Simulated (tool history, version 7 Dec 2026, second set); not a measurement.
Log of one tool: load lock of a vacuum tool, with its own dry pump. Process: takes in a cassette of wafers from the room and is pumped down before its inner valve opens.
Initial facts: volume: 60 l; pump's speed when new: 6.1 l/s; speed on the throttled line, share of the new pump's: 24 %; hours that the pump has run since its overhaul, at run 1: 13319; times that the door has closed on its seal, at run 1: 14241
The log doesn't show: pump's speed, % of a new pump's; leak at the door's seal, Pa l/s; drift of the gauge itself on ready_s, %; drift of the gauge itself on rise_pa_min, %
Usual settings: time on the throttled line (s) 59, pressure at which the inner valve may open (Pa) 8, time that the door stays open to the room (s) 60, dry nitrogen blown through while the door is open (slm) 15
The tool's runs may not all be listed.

run,hour,time on the throttled line (s),pressure at which the inner valve may open (Pa),time that the door stays open to the room (s),dry nitrogen blown through while the door is open (slm),hours that the pump has run since its overhaul,times that the door has closed on its seal,"incoming humidity of the room's air, %",time from the closed door until the inner valve may open (s),rise of the pressure with all valves shut (Pa/min)
1,0.0,59,8,60,15,13319,14241,39.9,140.9,0.046
2,141.6,59,15,60,15,13460,14665,48.5,134.0,0.049
3,237.1,59,15,60,15,13556,14951,46.6,131.7,0.049
4,381.9,59,8,60,15,13701,15384,43.0,140.5,0.047
5,508.6,59,8,60,6,13828,15763,45.3,138.4,0.063
6,611.0,59,8,60,6,13930,16069,46.8,139.2,0.068
7,747.8,59,8,60,6,14067,16479,46.2,138.7,0.070
8,880.8,59,8,60,15,14200,16877,48.6,139.6,0.064
9,963.4,59,8,60,15,14282,17124,45.8,138.3,0.051
10,1086.2,59,8,60,13,14405,17491,45.5,140.0,0.054
11,1190.9,59,8,60,15,14510,17804,45.2,140.8,0.054
12,1270.2,59,8,60,15,14589,18041,43.4,139.5,0.050
13,1355.4,59,8,60,15,14674,18296,43.7,139.6,0.047
14,1482.3,59,8,60,15,14801,18676,44.1,138.1,0.052
15,1559.8,59,8,60,15,14879,18908,45.1,138.8,0.052
16,1685.4,59,8,60,15,15004,19284,46.5,139.1,0.055
17,1765.0,59,8,60,9,15084,19522,39.7,138.6,0.055
18,1851.6,59,8,70,15,15170,19781,42.8,138.7,0.056
19,1928.4,59,8,60,15,15247,20011,43.9,138.8,0.054
20,2047.3,59,8,60,15,15366,20367,48.3,138.7,0.057
21,2171.9,81,9,49,14,15491,20739,47.1,153.9,0.046
22,2304.8,81,9,35,30,15624,21137,42.8,153.9,0.026
23,2393.4,59,8,60,5,15712,21402,46.9,139.4,0.067
24,2509.2,59,8,70,14,15828,21749,46.0,138.5,0.054
25,2601.6,111,10,60,6,15920,22025,46.0,173.1,0.064
26,2756.8,111,10,60,6,16076,22489,42.8,176.3,0.054
27,2890.2,35,13,185,6,16209,22888,46.6,115.3,0.134
28,2972.8,59,14,29,15,16292,23136,46.8,132.4,0.037
29,3080.4,59,14,29,15,16399,23457,43.3,133.3,0.036
30,3204.6,109,8,60,15,16523,23829,47.3,175.4,0.051
31,3356.2,104,8,60,15,16675,24283,45.9,173.0,0.051
32,3477.4,40,8,51,5,16796,24645,45.3,125.1,0.060
33,3578.5,73,7,147,10,16897,24948,42.8,152.6,0.098
34,3729.1,45,7,43,10,17048,25398,43.0,128.1,0.049
35,3801.8,59,9,60,15,17121,25616,39.9,137.6,0.044
36,3929.8,59,9,60,15,17249,25999,43.7,138.4,0.047
37,4085.4,59,9,60,15,17404,26464,44.8,140.2,0.050

4 ways to go on from here, each from the tool as it stands after run 37. What would each give?
A,4154.8,97,12,60,15,17474,26672,49.9,?,?
B,4154.8,31,9,60,17,17474,26672,46.3,?,?
C,4154.8,59,13,99,37,17474,26672,46.3,?,?
D,4154.8,80,8,41,9,17474,26672,44.1,?,?

run,time from the closed door until the inner valve may open (s),rise of the pressure with all valves shut (Pa/min)
A,164.1,0.054
B,116.4,0.050
C,134.1,0.044
D,155.2,0.045
Stripped of hidden state, with their random variation kept, the same runs would have yielded:
run,time from the closed door until the inner valve may open (s),rise of the pressure with all valves shut (Pa/min)
A,164.1,0.054
B,116.4,0.050
C,134.1,0.043
D,155.1,0.045
